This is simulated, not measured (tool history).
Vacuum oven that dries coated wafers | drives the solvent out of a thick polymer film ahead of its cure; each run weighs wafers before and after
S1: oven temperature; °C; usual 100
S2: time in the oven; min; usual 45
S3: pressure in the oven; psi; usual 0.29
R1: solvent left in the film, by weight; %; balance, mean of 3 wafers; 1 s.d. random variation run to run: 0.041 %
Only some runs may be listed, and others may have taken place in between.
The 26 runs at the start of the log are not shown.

{"run": 27, "hour": 2114.1, "S1": 90, "S2": 54, "S3": 0.29, "R1": 5.87}
{"run": 28, "hour": 2169.0, "S1": 88, "S2": 54, "S3": 0.196, "R1": 6.56}
{"run": 29, "hour": 2273.7, "S1": 96, "S2": 54, "S3": 0.296, "R1": 3.56}
{"run": 30, "hour": 2394.0, "S1": 95, "S2": 45, "S3": 0.627, "R1": 5.52}
{"run": 31, "hour": 2484.5, "S1": 115, "S2": 39, "S3": 0.992, "R1": 1.36}
{"run": 32, "hour": 2592.3, "S1": 113, "S2": 44, "S3": 0.29, "R1": 0.68}
{"hour": 2701.7, "done": "oven's thermocouples calibrated"}
{"run": 33, "hour": 2706.4, "S1": 91, "S2": 30, "S3": 0.518, "R1": 8.77}
{"run": 34, "hour": 2779.3, "S1": 91, "S2": 26, "S3": 0.518, "R1": 9.58}
{"run": 35, "hour": 2862.6, "S1": 100, "S2": 38, "S3": 0.326, "R1": 3.67}

3 ways to go on from here, each from the tool as it stands after run 35. What would each give?
{"run": "A", "hour": 2951.0, "S1": 111, "S2": 65, "S3": 0.521, "R1": "?"}
{"run": "B", "hour": 2951.0, "S1": 101, "S2": 38, "S3": 0.326, "R1": "?"}
{"run": "C", "hour": 2951.0, "S1": 100, "S2": 38, "S3": 1.078, "R1": "?"}

run=A R1=0.77
run=B R1=3.41
run=C R1=4.76
With no hidden state in the tool, these same runs would have given:
run=A R1=0.65
run=B R1=3.11
run=C R1=4.44

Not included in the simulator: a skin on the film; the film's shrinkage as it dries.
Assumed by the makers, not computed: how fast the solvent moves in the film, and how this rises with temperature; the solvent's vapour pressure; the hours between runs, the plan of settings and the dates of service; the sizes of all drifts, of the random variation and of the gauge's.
